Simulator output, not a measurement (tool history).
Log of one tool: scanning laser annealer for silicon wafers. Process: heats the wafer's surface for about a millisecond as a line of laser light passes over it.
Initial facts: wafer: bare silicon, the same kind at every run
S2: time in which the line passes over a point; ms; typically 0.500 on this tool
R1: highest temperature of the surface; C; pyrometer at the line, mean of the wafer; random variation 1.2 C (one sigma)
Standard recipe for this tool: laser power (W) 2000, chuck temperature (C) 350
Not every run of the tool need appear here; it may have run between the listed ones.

{"run": 1, "hour": 0.0, "laser power (W)": 2000, "S2": 0.5, "chuck temperature (C)": 350, "R1": 1067}
{"hour": 10.9, "done": "window over the wafer cleaned"}
{"run": 2, "hour": 20.9, "laser power (W)": 2000, "S2": 0.5, "chuck temperature (C)": 350, "R1": 1080}
{"run": 3, "hour": 32.5, "laser power (W)": 2000, "S2": 0.5, "chuck temperature (C)": 350, "R1": 1083}
{"run": 4, "hour": 44.0, "laser power (W)": 2000, "S2": 0.5, "chuck temperature (C)": 350, "R1": 1083}
{"run": 5, "hour": 61.1, "laser power (W)": 2083, "S2": 0.5, "chuck temperature (C)": 350, "R1": 1116}
{"run": 6, "hour": 82.1, "laser power (W)": 2000, "S2": 0.375, "chuck temperature (C)": 350, "R1": 995}
{"run": 7, "hour": 99.0, "laser power (W)": 2000, "S2": 0.375, "chuck temperature (C)": 350, "R1": 997}
{"run": 8, "hour": 114.8, "laser power (W)": 2000, "S2": 0.375, "chuck temperature (C)": 350, "R1": 994}
{"run": 9, "hour": 128.3, "laser power (W)": 2099, "S2": 0.5, "chuck temperature (C)": 350, "R1": 1120}
{"run": 10, "hour": 140.7, "laser power (W)": 2099, "S2": 0.5, "chuck temperature (C)": 350, "R1": 1123}
{"run": 11, "hour": 156.9, "laser power (W)": 2099, "S2": 0.5, "chuck temperature (C)": 350, "R1": 1121}
{"run": 12, "hour": 169.8, "laser power (W)": 2099, "S2": 0.5, "chuck temperature (C)": 350, "R1": 1120}
{"run": 13, "hour": 185.5, "laser power (W)": 2000, "S2": 0.5, "chuck temperature (C)": 350, "R1": 1077}
{"run": 14, "hour": 202.6, "laser power (W)": 2000, "S2": 0.5, "chuck temperature (C)": 350, "R1": 1077}
{"run": 15, "hour": 218.9, "laser power (W)": 2000, "S2": 0.5, "chuck temperature (C)": 350, "R1": 1077}
{"run": 16, "hour": 230.8, "laser power (W)": 2000, "S2": 0.5, "chuck temperature (C)": 350, "R1": 1078}
{"run": 17, "hour": 241.3, "laser power (W)": 2000, "S2": 0.5, "chuck temperature (C)": 350, "R1": 1078}
{"run": 18, "hour": 261.6, "laser power (W)": 2000, "S2": 0.361, "chuck temperature (C)": 350, "R1": 981}
{"run": 19, "hour": 272.2, "laser power (W)": 2000, "S2": 0.5, "chuck temperature (C)": 350, "R1": 1076}
{"run": 20, "hour": 288.6, "laser power (W)": 2000, "S2": 0.5, "chuck temperature (C)": 350, "R1": 1078}
{"run": 21, "hour": 302.5, "laser power (W)": 2000, "S2": 0.5, "chuck temperature (C)": 350, "R1": 1076}
{"run": 22, "hour": 321.7, "laser power (W)": 2000, "S2": 0.458, "chuck temperature (C)": 350, "R1": 1047}
{"run": 23, "hour": 341.3, "laser power (W)": 2116, "S2": 0.5, "chuck temperature (C)": 350, "R1": 1121}
{"run": 24, "hour": 352.2, "laser power (W)": 2116, "S2": 0.5, "chuck temperature (C)": 350, "R1": 1121}
{"run": 25, "hour": 371.9, "laser power (W)": 2116, "S2": 0.5, "chuck temperature (C)": 350, "R1": 1124}
{"run": 26, "hour": 383.5, "laser power (W)": 2090, "S2": 0.496, "chuck temperature (C)": 350, "R1": 1107}
{"run": 27, "hour": 400.4, "laser power (W)": 2117, "S2": 0.49, "chuck temperature (C)": 346, "R1": 1112}
{"run": 28, "hour": 422.5, "laser power (W)": 2000, "S2": 0.473, "chuck temperature (C)": 312, "R1": 1017}
{"run": 29, "hour": 438.8, "laser power (W)": 1707, "S2": 0.619, "chuck temperature (C)": 331, "R1": 992}
{"run": 30, "hour": 450.7, "laser power (W)": 1707, "S2": 0.619, "chuck temperature (C)": 331, "R1": 992}
{"run": 31, "hour": 473.0, "laser power (W)": 1707, "S2": 0.619, "chuck temperature (C)": 331, "R1": 990}
{"run": 32, "hour": 490.9, "laser power (W)": 2138, "S2": 0.378, "chuck temperature (C)": 322, "R1": 1011}
{"run": 33, "hour": 502.7, "laser power (W)": 2093, "S2": 0.6, "chuck temperature (C)": 314, "R1": 1134}
{"run": 34, "hour": 519.5, "laser power (W)": 2009, "S2": 0.403, "chuck temperature (C)": 315, "R1": 974}
{"run": 35, "hour": 539.2, "laser power (W)": 2176, "S2": 0.403, "chuck temperature (C)": 358, "R1": 1077}
{"run": 36, "hour": 551.6, "laser power (W)": 2146, "S2": 0.5, "chuck temperature (C)": 349, "R1": 1128}
{"run": 37, "hour": 572.8, "laser power (W)": 2000, "S2": 0.462, "chuck temperature (C)": 350, "R1": 1044}
{"run": 38, "hour": 586.2, "laser power (W)": 2000, "S2": 0.407, "chuck temperature (C)": 385, "R1": 1042}
{"run": 39, "hour": 597.1, "laser power (W)": 1808, "S2": 0.466, "chuck temperature (C)": 320, "R1": 940}
{"run": 40, "hour": 618.1, "laser power (W)": 1874, "S2": 0.557, "chuck temperature (C)": 337, "R1": 1033}
{"run": 41, "hour": 631.7, "laser power (W)": 2175, "S2": 0.371, "chuck temperature (C)": 340, "R1": 1033}

A few steps of R1 between consecutive runs. Split each: what settings, incoming material and random variation would produce without the hidden state, and what is left over for the hidden state, along with gauge scatter present in only one of the two compared results (measured, and without hidden state):
Hidden conditions of the tool in this case: light that passes the window, % of a clean one's; laser's true power over the reading, %; width of the line over the set one, %; drift of the gauge itself on peak_c, C.
Run 1 -> 2: window over the wafer cleaned. R1 +13 C: hidden state +17, all else -4.
Run 8 -> 9: laser power (W) 2000 -> 2099, S2 0.375 -> 0.500. R1 +126 C: hidden state -2, all else +128.
Run 32 -> 33: laser power (W) 2138 -> 2093, S2 0.378 -> 0.600, chuck temperature (C) 322 -> 314. R1 +123 C: hidden state -3, all else +126.
Run 33 -> 34: laser power (W) 2093 -> 2009, S2 0.600 -> 0.403, chuck temperature (C) 314 -> 315. R1 -160 C: hidden state +3, all else -163.
Run 39 -> 40: laser power (W) 1808 -> 1874, S2 0.466 -> 0.557, chuck temperature (C) 320 -> 337. R1 +93 C: hidden state -4, all else +97.
